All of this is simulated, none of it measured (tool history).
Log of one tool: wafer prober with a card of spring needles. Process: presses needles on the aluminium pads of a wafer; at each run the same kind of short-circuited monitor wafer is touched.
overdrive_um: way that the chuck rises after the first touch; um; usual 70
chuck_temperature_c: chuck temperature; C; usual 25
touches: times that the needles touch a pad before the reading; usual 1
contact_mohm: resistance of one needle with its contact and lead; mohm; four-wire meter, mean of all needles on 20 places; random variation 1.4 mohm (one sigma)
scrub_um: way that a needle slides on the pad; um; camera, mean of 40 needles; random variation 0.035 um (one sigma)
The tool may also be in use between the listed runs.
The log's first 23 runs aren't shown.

{"hour": 146.9, "done": "tips cleaned on abrasive film"}
{"run": 24, "hour": 153.4, "overdrive_um": 65, "chuck_temperature_c": 46, "touches": 1, "contact_mohm": 121, "scrub_um": 9.03}
{"hour": 160.1, "done": "tips cleaned on abrasive film"}
{"run": 25, "hour": 161.7, "overdrive_um": 60, "chuck_temperature_c": 58, "touches": 1, "contact_mohm": 123, "scrub_um": 8.3}
{"run": 26, "hour": 169.9, "overdrive_um": 55, "chuck_temperature_c": 28, "touches": 1, "contact_mohm": 123, "scrub_um": 7.64}
{"hour": 173.5, "done": "tips cleaned on abrasive film"}
{"run": 27, "hour": 179.0, "overdrive_um": 65, "chuck_temperature_c": 46, "touches": 1, "contact_mohm": 120, "scrub_um": 9.04}
{"run": 28, "hour": 183.8, "overdrive_um": 65, "chuck_temperature_c": 46, "touches": 1, "contact_mohm": 121, "scrub_um": 8.98}
{"hour": 186.8, "done": "tips cleaned on abrasive film"}
{"run": 29, "hour": 190.8, "overdrive_um": 66, "chuck_temperature_c": 46, "touches": 1, "contact_mohm": 119, "scrub_um": 9.24}
{"run": 30, "hour": 195.7, "overdrive_um": 87, "chuck_temperature_c": 47, "touches": 2, "contact_mohm": 117, "scrub_um": 12.15}
{"hour": 200.1, "done": "tips cleaned on abrasive film"}
{"run": 31, "hour": 202.5, "overdrive_um": 67, "chuck_temperature_c": 68, "touches": 3, "contact_mohm": 123, "scrub_um": 9.31}
{"run": 32, "hour": 210.9, "overdrive_um": 87, "chuck_temperature_c": 75, "touches": 2, "contact_mohm": 122, "scrub_um": 12.12}
{"hour": 213.4, "done": "tips cleaned on abrasive film"}
{"run": 33, "hour": 218.5, "overdrive_um": 55, "chuck_temperature_c": 38, "touches": 2, "contact_mohm": 122, "scrub_um": 7.66}
{"run": 34, "hour": 226.0, "overdrive_um": 55, "chuck_temperature_c": 38, "touches": 2, "contact_mohm": 121, "scrub_um": 7.61}

4 ways to go on from here, each from the tool as it stands after run 34. What would each give?
{"hour": 226.9, "done": "tips cleaned on abrasive film"}
{"run": "A", "hour": 231.5, "overdrive_um": 88, "chuck_temperature_c": 63, "touches": 1, "contact_mohm": "?", "scrub_um": "?"}
{"hour": 226.9, "done": "tips cleaned on abrasive film"}
{"run": "B", "hour": 231.5, "overdrive_um": 62, "chuck_temperature_c": 25, "touches": 1, "contact_mohm": "?", "scrub_um": "?"}
{"hour": 226.9, "done": "tips cleaned on abrasive film"}
{"run": "C", "hour": 231.5, "overdrive_um": 83, "chuck_temperature_c": 25, "touches": 1, "contact_mohm": "?", "scrub_um": "?"}
{"hour": 226.9, "done": "tips cleaned on abrasive film"}
{"run": "D", "hour": 231.5, "overdrive_um": 64, "chuck_temperature_c": 25, "touches": 2, "contact_mohm": "?", "scrub_um": "?"}

run=A contact_mohm=117 scrub_um=12.23
run=B contact_mohm=120 scrub_um=8.58
run=C contact_mohm=115 scrub_um=11.56
run=D contact_mohm=117 scrub_um=8.89
Without the tool's hidden state the same runs would have given:
run=A contact_mohm=117 scrub_um=12.23
run=B contact_mohm=120 scrub_um=8.58
run=C contact_mohm=115 scrub_um=11.56
run=D contact_mohm=117 scrub_um=8.90
